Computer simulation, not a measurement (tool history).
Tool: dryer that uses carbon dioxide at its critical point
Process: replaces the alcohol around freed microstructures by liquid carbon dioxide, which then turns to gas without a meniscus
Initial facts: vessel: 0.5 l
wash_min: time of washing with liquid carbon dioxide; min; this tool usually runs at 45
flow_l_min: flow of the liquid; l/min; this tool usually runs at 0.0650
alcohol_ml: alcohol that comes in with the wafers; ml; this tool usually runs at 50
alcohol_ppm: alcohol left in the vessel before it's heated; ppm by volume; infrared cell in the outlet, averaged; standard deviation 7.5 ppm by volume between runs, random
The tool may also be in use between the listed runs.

run,hour,wash_min,flow_l_min,alcohol_ml,alcohol_ppm
1,0.0,45,0.0650,50,768
# hour 19.4: inlet filter changed
2,43.6,45,0.0650,50,566
3,88.9,45,0.0650,50,594
4,131.2,45,0.0650,50,653
5,163.7,45,0.0650,50,681
6,191.6,45,0.0650,50,724
# hour 222.3: purifier's bed changed
7,224.5,45,0.0572,50,1095
# hour 261.5: inlet filter changed
8,262.3,45,0.0650,50,403
9,301.8,45,0.0650,50,444
10,333.0,45,0.0650,50,470
11,377.8,45,0.0610,50,737
12,410.8,45,0.0610,50,788
13,433.3,45,0.0610,50,806
14,479.6,45,0.0610,50,892
# hour 500.3: inlet filter changed
15,509.1,45,0.0610,37,515
16,536.9,45,0.0650,50,526
17,560.7,45,0.0650,50,545
18,584.0,45,0.0532,101,2593
19,614.5,45,0.0532,101,2851
20,642.1,45,0.0790,50,280
21,666.6,38,0.0493,30,2367
22,692.2,45,0.0617,43,816
23,717.5,57,0.0543,35,470
# hour 740.6: inlet filter changed
24,762.7,63,0.0629,27,200
25,785.5,44,0.0650,50,642
26,812.2,42,0.0650,50,783
27,842.9,45,0.0650,77,878
28,880.8,45,0.0650,77,970
29,906.1,45,0.0650,77,984
30,951.6,59,0.1002,55,219
# hour 959.7: purifier's bed changed
# hour 982.6: inlet filter changed
31,984.6,59,0.1002,55,13
32,1026.9,50,0.0517,44,764
33,1052.4,50,0.0517,44,803
34,1073.7,60,0.0675,35,78

Each row is a separate what-if for the run after 34, all from the same tool condition, not one after another. Results?
A,1099.4,52,0.0838,40,?
B,1099.4,36,0.0923,92,?
C,1099.4,45,0.0650,41,?
D,1099.4,54,0.0650,112,?
E,1099.4,45,0.0650,28,?

run,alcohol_ppm
A,70
B,455
C,437
D,422
E,312
What these runs would have given with no unlogged condition in the tool:
run,alcohol_ppm
A,18
B,304
C,302
D,282
E,208
